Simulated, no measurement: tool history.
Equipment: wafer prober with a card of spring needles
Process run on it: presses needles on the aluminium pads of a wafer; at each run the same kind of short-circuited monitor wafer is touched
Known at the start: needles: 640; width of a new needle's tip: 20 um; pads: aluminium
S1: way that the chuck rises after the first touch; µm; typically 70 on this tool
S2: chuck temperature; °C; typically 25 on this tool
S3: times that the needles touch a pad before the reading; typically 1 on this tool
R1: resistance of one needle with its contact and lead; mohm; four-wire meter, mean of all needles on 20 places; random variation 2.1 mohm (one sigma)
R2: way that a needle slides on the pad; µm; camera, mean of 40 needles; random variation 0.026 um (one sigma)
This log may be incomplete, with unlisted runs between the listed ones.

run,hour,S1,S2,S3,R1,R2
1,0.0,70,25,1,262,10.44
# hour 16.0: tips cleaned on abrasive film
2,29.3,70,25,1,275,10.42
# hour 38.1: tips cleaned on abrasive film
3,58.4,70,25,1,281,10.40
# hour 60.8: tips cleaned on abrasive film
# hour 83.9: tips cleaned on abrasive film
4,95.5,70,25,2,255,10.48
# hour 106.0: tips cleaned on abrasive film
5,122.4,61,25,2,272,9.04
# hour 128.2: tips cleaned on abrasive film
# hour 150.4: tips cleaned on abrasive film
6,150.4,70,25,1,232,10.40
7,171.8,70,48,1,290,10.43
# hour 175.2: tips cleaned on abrasive film
# hour 175.5: height of the first contact set anew
8,192.9,52,48,1,337,7.65
# hour 198.1: tips cleaned on abrasive film
# hour 222.0: tips cleaned on abrasive film
9,226.9,70,30,1,260,10.32
10,243.1,70,30,1,286,10.33
# hour 245.1: tips cleaned on abrasive film
11,259.3,70,30,1,280,10.28
# hour 267.6: tips cleaned on abrasive film
12,284.8,86,25,1,262,12.68
# hour 290.0: tips cleaned on abrasive film
13,306.4,86,25,1,263,12.68
# hour 314.6: tips cleaned on abrasive film
14,333.1,70,30,1,285,10.25
# hour 339.4: height of the first contact set anew, once more
# hour 339.5: tips cleaned on abrasive film
15,359.5,87,80,2,261,13.08
# hour 361.9: tips cleaned on abrasive film
# hour 385.0: tips cleaned on abrasive film
16,390.9,74,82,2,260,11.09
# hour 409.1: tips cleaned on abrasive film
17,412.0,74,82,2,252,11.09
# hour 431.4: tips cleaned on abrasive film
18,436.7,55,32,1,288,8.26
# hour 455.7: tips cleaned on abrasive film
19,464.8,55,32,1,294,8.21
# hour 479.6: tips cleaned on abrasive film
20,498.4,55,113,2,305,8.20
# hour 503.0: tips cleaned on abrasive film
21,522.6,55,27,2,288,8.18
# hour 527.5: tips cleaned on abrasive film
# hour 550.0: tips cleaned on abrasive film
22,552.4,82,27,2,233,12.15
# hour 573.4: tips cleaned on abrasive film
23,578.0,82,27,2,236,12.21
# hour 595.7: tips cleaned on abrasive film
24,597.1,70,39,2,241,10.41
# hour 618.7: tips cleaned on abrasive film
25,627.0,70,70,2,261,10.46
# hour 642.8: tips cleaned on abrasive film
26,649.0,70,70,2,264,10.36

What if the next run were any one of these 5? Each begins from the tool's condition after run 26:
# hour 665.0: tips cleaned on abrasive film
A,686.3,65,50,1,?,?
# hour 665.0: tips cleaned on abrasive film
B,686.3,74,70,2,?,?
# hour 665.0: tips cleaned on abrasive film
C,686.3,87,70,2,?,?
# hour 665.0: tips cleaned on abrasive film
D,686.3,69,37,1,?,?
# hour 665.0: tips cleaned on abrasive film
E,686.3,66,26,2,?,?

run,R1,R2
A,306,9.61
B,271,10.99
C,259,12.92
D,299,10.22
E,270,9.78
With no hidden state in the tool, these same runs would have given:
run,R1,R2
A,236,9.76
B,238,11.15
C,234,13.07
D,234,10.37
E,227,9.93

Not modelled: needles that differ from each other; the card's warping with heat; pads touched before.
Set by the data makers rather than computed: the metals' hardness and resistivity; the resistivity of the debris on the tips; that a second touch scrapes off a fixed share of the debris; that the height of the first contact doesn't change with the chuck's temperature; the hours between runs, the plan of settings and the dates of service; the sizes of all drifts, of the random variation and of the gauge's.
